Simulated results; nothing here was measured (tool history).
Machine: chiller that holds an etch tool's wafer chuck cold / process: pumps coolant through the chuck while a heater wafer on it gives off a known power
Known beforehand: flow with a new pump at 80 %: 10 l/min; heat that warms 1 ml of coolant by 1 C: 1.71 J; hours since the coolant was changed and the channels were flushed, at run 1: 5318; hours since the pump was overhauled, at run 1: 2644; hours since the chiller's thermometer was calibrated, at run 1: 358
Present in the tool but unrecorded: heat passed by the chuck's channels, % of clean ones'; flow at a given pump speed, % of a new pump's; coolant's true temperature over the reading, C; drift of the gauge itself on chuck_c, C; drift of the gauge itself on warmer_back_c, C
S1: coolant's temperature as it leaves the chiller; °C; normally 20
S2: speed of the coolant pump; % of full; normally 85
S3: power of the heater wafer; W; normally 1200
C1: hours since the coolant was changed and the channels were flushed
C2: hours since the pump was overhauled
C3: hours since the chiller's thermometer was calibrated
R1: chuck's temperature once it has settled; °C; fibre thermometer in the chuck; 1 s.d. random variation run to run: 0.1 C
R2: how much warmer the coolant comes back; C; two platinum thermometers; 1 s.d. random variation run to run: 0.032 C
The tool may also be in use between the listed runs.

run     day  S1  S2    S3    C1    C2   C3    R1    R2
  1   0.000  20  85  1200  5318  2644  358  31.0  4.12
  2   1.379  20  85   663  5351  2677  391  25.9  2.30
  3   3.358  20  85   663  5398  2725  438  26.0  2.24
  4   4.804  20  85   663  5433  2760  473  26.2  2.24
  5   6.046  20  85  1200  5463  2789  503  30.8  4.11
  6   8.454  20  85  1390  5521  2847  561  32.8  4.72
  7   9.688  20  85  1390  5550  2877  590  32.6  4.76
  8  11.971  20  60  1390  5605  2932  645  36.3  7.00
  9  14.408  12  60   938  5663  2990  704  23.1  4.76
 10  16.129  26  61   840  5705  3031  745  35.9  4.20
 11  18.029  17  71   679  5750  3077  790  24.2  2.81
 12  20.583  17  71   679  5812  3138  852  24.1  2.83

How would selected steps in R1 from run to run divide? Give the signed amount a tool lacking its hidden state would still show from settings, what came in and random variation, and the signed amount left for the hidden state, including any gauge scatter that is not in both of the compared results.
Run 8 -> 9: S1 20 -> 12, S3 1390 -> 938. R1 -13.2 °C: hidden state -1.0, all else -12.2.
